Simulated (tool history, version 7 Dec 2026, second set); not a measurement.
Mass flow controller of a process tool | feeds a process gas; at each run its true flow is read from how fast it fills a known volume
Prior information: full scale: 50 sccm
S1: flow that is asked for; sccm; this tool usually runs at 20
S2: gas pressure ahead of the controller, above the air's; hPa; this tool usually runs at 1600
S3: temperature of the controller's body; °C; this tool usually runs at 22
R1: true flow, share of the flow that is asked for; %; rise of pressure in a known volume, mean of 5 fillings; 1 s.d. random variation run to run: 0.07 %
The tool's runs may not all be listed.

| run | day | S1 | S2 | S3 | R1 |
|---|---|---|---|---|---|
| 1 | 0 | 20 | 1600 | 22 | 96.45 |
| 2 | 6.254 | 20 | 1600 | 22 | 96.44 |
| 3 | 11.433 | 20 | 1600 | 31 | 95.83 |
| 4 | 19.204 | 20 | 1600 | 31 | 95.91 |
| 5 | 26.525 | 38 | 1600 | 22 | 97.59 |
| 6 | 33.004 | 20 | 1600 | 22 | 96.32 |
| 7 | 39.633 | 20 | 1600 | 22 | 96.24 |
| 8 | 47.112 | 20 | 1600 | 22 | 96.2 |
| 9 | 55.188 | 20 | 1600 | 37 | 95.39 |
| 10 | 59.058 | 20 | 2150 | 37 | 95.77 |
| 11 | 66.808 | 20 | 2150 | 37 | 95.68 |
| 12 | 70.842 | 20 | 1600 | 22 | 95.96 |
| 13 | 78.4 | 20 | 2790 | 22 | 96.82 |
| 14 | 85.229 | 20 | 2790 | 22 | 96.87 |
| 15 | 89.612 | 20 | 2790 | 22 | 96.92 |
| 16 | 93.142 | 20 | 2790 | 22 | 96.79 |
| 17 | 97.204 | 20 | 1600 | 22 | 96.09 |
| 18 | 100.825 | 20 | 1600 | 22 | 95.94 |
| 19 | 104.738 | 20 | 2400 | 22 | 96.56 |
| 20 | 110.404 | 20 | 2400 | 22 | 96.61 |
|  | 111.121 | controller's zero set anew |
| 21 | 113.754 | 20 | 1600 | 22 | 95.77 |
| 22 | 120.496 | 20 | 1600 | 22 | 95.73 |
| 23 | 126.679 | 20 | 1600 | 22 | 95.63 |
| 24 | 133.596 | 20 | 1600 | 22 | 95.53 |
| 25 | 138.321 | 20 | 1600 | 22 | 95.63 |
| 26 | 142.996 | 30 | 1600 | 20 | 96.44 |
| 27 | 147.15 | 16 | 2060 | 28 | 95.16 |
| 28 | 151.717 | 10 | 1660 | 22 | 94.26 |
|  | 153.862 | controller's zero set anew, once more |
| 29 | 155.358 | 10 | 1660 | 22 | 95.58 |
| 30 | 161.067 | 10 | 1660 | 22 | 95.35 |
| 31 | 168.2 | 20 | 1420 | 24 | 95.88 |
| 32 | 175.696 | 20 | 1420 | 24 | 95.81 |
| 33 | 181.7 | 10 | 2560 | 24 | 95.84 |
| 34 | 185.058 | 10 | 2190 | 22 | 95.68 |
| 35 | 188.342 | 19 | 2190 | 23 | 96.36 |
| 36 | 193.646 | 35 | 2430 | 37 | 96.52 |
| 37 | 199.812 | 40 | 1630 | 23 | 97.08 |
| 38 | 204.629 | 40 | 1630 | 23 | 96.87 |
| 39 | 209.196 | 8 | 1600 | 22 | 94.92 |
| 40 | 214.362 | 45 | 1510 | 22 | 97.33 |
| 41 | 220.467 | 45 | 1510 | 22 | 97.12 |
| 42 | 226.142 | 45 | 1510 | 22 | 97.18 |
| 43 | 231.708 | 14 | 1600 | 22 | 95.37 |
| 44 | 237.846 | 8 | 2160 | 35 | 94.39 |
| 45 | 244.488 | 8 | 1660 | 35 | 93.96 |
| 46 | 252.458 | 6 | 2080 | 24 | 94.38 |
| 47 | 260 | 28 | 1410 | 22 | 95.87 |
| 48 | 264.742 | 20 | 1750 | 28 | 95.4 |

Here are 4 independent what-if runs from the current tool condition. What would each one return?
| A | 270.292 | 20 | 2640 | 22 | ? |
| B | 270.292 | 20 | 1550 | 22 | ? |
| C | 270.292 | 28 | 2580 | 34 | ? |
| D | 270.292 | 7 | 1910 | 20 | ? |

| run | R1 |
|---|---|
| A | 96.52 |
| B | 95.51 |
| C | 96.01 |
| D | 94.58 |
The same runs, with their run-to-run variation unchanged, on a tool lacking any hidden condition would have given:
| run | R1 |
|---|---|
| A | 99.33 |
| B | 98.33 |
| C | 98.74 |
| D | 97.98 |
